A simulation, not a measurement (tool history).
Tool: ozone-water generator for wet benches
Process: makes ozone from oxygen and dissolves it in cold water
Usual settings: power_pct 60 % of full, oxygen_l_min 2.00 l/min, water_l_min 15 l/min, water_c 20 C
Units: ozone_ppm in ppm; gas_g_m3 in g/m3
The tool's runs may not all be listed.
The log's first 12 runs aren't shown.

| run | day | power_pct | oxygen_l_min | water_l_min | water_c | hours of work since the electrodes were changed | hours of work since the contactor was cleaned | hours of work since the thermometer was calibrated | ozone_ppm | gas_g_m3 |
|---|---|---|---|---|---|---|---|---|---|---|
| 13 | 18.204 | 60 | 2.00 | 14 | 20 | 1596 | 6742 | 3293 | 16.1 | 237.9 |
| 14 | 19.071 | 60 | 2.00 | 14 | 20 | 1614 | 6761 | 3311 | 16.3 | 239.9 |
| 15 | 20.346 | 60 | 2.00 | 14 | 20 | 1641 | 6788 | 3338 | 16.1 | 237.4 |
| 16 | 21.925 | 60 | 2.00 | 15 | 16 | 1675 | 6822 | 3372 | 16.0 | 237.1 |
| 17 | 23.104 | 60 | 2.00 | 15 | 16 | 1700 | 6847 | 3397 | 15.8 | 237.7 |
| 18 | 24.246 | 50 | 1.64 | 15 | 22 | 1724 | 6871 | 3421 | 12.6 | 229.9 |
| 19 | 25.404 | 50 | 2.88 | 10 | 13 | 1749 | 6895 | 3446 | 21.1 | 169.8 |
| 20 | 26.592 | 50 | 2.88 | 10 | 13 | 1774 | 6921 | 3471 | 20.6 | 171.4 |
| 21 | 27.575 | 50 | 2.88 | 10 | 13 | 1795 | 6942 | 3492 | 21.0 | 172.5 |
| 22 | 28.467 | 50 | 2.88 | 10 | 13 | 1814 | 6961 | 3511 | 20.8 | 172.9 |
| 23 | 29.696 | 56 | 2.28 | 19 | 17 | 1840 | 6987 | 3537 | 12.1 | 209.2 |

The next listed run, before its measurement:
| 24 | 30.546 | 56 | 2.28 | 19 | 17 | 1858 | 7005 | 3555 | ? | ? |

{"run 24": {"ozone_ppm": 12.2, "gas_g_m3": 209.3}}
Without the tool's hidden state the same run would have given ozone_ppm 12.2 ppm, gas_g_m3 215.3 g/m3.

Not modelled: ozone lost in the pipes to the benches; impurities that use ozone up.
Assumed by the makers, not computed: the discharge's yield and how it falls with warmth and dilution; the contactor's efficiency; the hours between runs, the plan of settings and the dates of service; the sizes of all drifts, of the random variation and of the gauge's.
